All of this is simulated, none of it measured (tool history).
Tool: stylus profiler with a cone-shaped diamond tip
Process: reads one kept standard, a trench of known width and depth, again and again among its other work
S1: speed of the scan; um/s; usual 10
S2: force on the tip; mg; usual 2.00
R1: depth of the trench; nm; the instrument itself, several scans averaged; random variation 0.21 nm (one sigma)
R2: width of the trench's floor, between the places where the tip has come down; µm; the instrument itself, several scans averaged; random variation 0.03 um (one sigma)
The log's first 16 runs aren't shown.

{"run": 17, "day": 37.346, "S1": 10, "S2": 2.8, "R1": 1017.49, "R2": 96.49}
{"run": 18, "day": 40.417, "S1": 10, "S2": 2.8, "R1": 1018.09, "R2": 96.47}
{"run": 19, "day": 42.95, "S1": 10, "S2": 2.8, "R1": 1017.85, "R2": 96.49}
{"run": 20, "day": 45.204, "S1": 10, "S2": 2.8, "R1": 1017.73, "R2": 96.47}
{"run": 21, "day": 47.746, "S1": 10, "S2": 2.8, "R1": 1017.41, "R2": 96.49}
{"run": 22, "day": 49.579, "S1": 10, "S2": 2.8, "R1": 1017.76, "R2": 96.53}
{"day": 51.183, "done": "new tip fitted, height scale calibrated"}
{"run": 23, "day": 52.062, "S1": 10, "S2": 2.8, "R1": 1017.65, "R2": 96.54}
{"run": 24, "day": 53.846, "S1": 29, "S2": 2.8, "R1": 1017.9, "R2": 96.51}
{"run": 25, "day": 55.604, "S1": 29, "S2": 2.8, "R1": 1018.21, "R2": 96.49}
{"run": 26, "day": 58.725, "S1": 16, "S2": 1.48, "R1": 1011.47, "R2": 96.5}
{"run": 27, "day": 60.358, "S1": 4, "S2": 2.01, "R1": 1013.92, "R2": 96.52}
{"run": 28, "day": 63.475, "S1": 4, "S2": 2.01, "R1": 1014.12, "R2": 96.47}
{"run": 29, "day": 66.579, "S1": 2, "S2": 2.44, "R1": 1016.31, "R2": 96.54}
{"run": 30, "day": 68.758, "S1": 2, "S2": 2.44, "R1": 1016.03, "R2": 96.47}
{"run": 31, "day": 71.304, "S1": 5, "S2": 0.86, "R1": 1008.01, "R2": 96.55}
{"run": 32, "day": 72.912, "S1": 7, "S2": 2.41, "R1": 1016.17, "R2": 96.52}
{"run": 33, "day": 74.917, "S1": 37, "S2": 1.73, "R1": 1013.06, "R2": 96.4}
{"run": 34, "day": 77.892, "S1": 7, "S2": 0.89, "R1": 1008.26, "R2": 96.52}
{"run": 35, "day": 79.333, "S1": 3, "S2": 1.1, "R1": 1009.45, "R2": 96.54}
{"run": 36, "day": 82.158, "S1": 3, "S2": 1.1, "R1": 1009.31, "R2": 96.47}
{"run": 37, "day": 84.433, "S1": 9, "S2": 2.0, "R1": 1014.3, "R2": 96.51}
{"run": 38, "day": 85.992, "S1": 9, "S2": 2.0, "R1": 1014.43, "R2": 96.45}
{"run": 39, "day": 87.425, "S1": 12, "S2": 0.7, "R1": 1007.03, "R2": 96.42}

Run 40 comes next. What will it give?
{"run": 40, "day": 89.092, "S1": 12, "S2": 0.7, "R1": "?", "R2": "?"}

{"run 40": {"R1": 1006.87, "R2": 96.38}}
Without the tool's hidden state the same run would have given R1 1006.88 nm, R2 96.40 µm.

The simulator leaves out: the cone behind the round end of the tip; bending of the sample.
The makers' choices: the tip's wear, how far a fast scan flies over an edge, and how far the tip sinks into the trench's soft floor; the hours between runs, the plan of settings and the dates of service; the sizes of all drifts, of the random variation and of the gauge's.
